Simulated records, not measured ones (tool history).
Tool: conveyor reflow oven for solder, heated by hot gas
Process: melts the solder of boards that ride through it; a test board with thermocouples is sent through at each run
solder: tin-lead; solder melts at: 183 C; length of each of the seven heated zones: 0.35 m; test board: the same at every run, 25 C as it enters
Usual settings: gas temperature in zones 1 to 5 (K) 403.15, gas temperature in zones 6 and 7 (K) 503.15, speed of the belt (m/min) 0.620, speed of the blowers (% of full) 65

run	hour	gas temperature in zones 1 to 5 (K)	gas temperature in zones 6 and 7 (K)	speed of the belt (m/min)	speed of the blowers (% of full)	highest temperature of the board (K)	time above the solder's melting point (s)
1	0.0	403.15	503.15	0.620	65	479.65	37.7
2	9.6	403.15	503.15	0.620	65	478.75	37.7
3	16.3	403.15	503.15	0.620	65	479.55	38.3
4	21.2	403.15	503.15	0.620	65	478.35	38.0
5	28.4	403.15	503.15	0.620	65	479.25	38.5
# hour 34.2: flux residue cleaned out of gas plates and filters
6	37.9	403.15	503.15	0.620	65	478.25	35.9
7	42.6	403.15	503.15	0.620	65	478.45	36.1
8	50.6	403.15	503.15	0.688	79	478.45	33.6
9	60.5	403.15	503.15	0.688	79	477.75	32.2
10	69.3	416.15	503.15	0.540	66	486.35	56.6

Measured less the same run without the tool's hidden state. The same run-to-run variation is in both; the gauge's scatter may not be:
The hidden state here: heat that the gas passes to the board, % of a clean oven's; belt's true speed, % of the reading; true gas temperature in zones 6 and 7 over the reading, C; drift of the gauge itself on peak_c, C; drift of the gauge itself on liquid_s, %.
run	highest temperature of the board (K)	time above the solder's melting point (s)
1	-1.50	-2.0
2	-1.60	-2.0
3	-1.70	-2.0
4	-1.70	-2.1
5	-1.80	-2.1
6	-3.20	-3.9
7	-3.10	-3.9
8	-4.00	-4.4
9	-4.10	-4.4
10	-2.30	-2.7
